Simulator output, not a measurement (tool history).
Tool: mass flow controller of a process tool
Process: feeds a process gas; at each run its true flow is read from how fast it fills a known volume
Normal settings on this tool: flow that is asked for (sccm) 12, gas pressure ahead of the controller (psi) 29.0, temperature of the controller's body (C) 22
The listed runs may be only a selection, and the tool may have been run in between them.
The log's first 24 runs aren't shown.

run,hour,flow that is asked for (sccm),gas pressure ahead of the controller (psi),temperature of the controller's body (C),hours of work since the controller was set to zero,hours of work since the controller was changed,true flow (%)
25,6550.8,6,21.6,23,3665,12226,98.40
26,6898.9,6,21.6,23,3886,12447,98.23
27,7113.3,3,21.6,22,4022,12583,97.93
28,7356.7,3,21.6,22,4177,12738,97.83
29,7581.8,13,29.0,39,4320,12881,97.24
30,7756.3,3,38.9,20,4431,12992,97.04
31,7972.1,12,33.4,38,4568,13129,96.95
32,8262.2,12,33.4,38,4752,13313,96.84
33,8471.1,12,33.4,38,4885,13446,96.82
34,8706.9,12,33.4,38,5034,13595,96.76
35,8989.3,12,25.7,22,5214,13775,98.56
36,9174.5,12,22.6,27,5331,13892,98.25

Predict each of these 5 candidate next runs independently; none follows another, all start after run 36:
A,9554.6,9,39.5,22,5573,14134,?
B,9554.6,9,29.3,22,5573,14134,?
C,9554.6,2,26.0,26,5573,14134,?
D,9554.6,12,38.4,27,5573,14134,?
E,9554.6,3,23.2,27,5573,14134,?

run,true flow (%)
A,97.60
B,97.92
C,96.68
D,97.57
E,96.87
Had the tool no hidden state, the same runs would have come out as:
run,true flow (%)
A,98.19
B,98.51
C,97.28
D,98.16
E,97.47
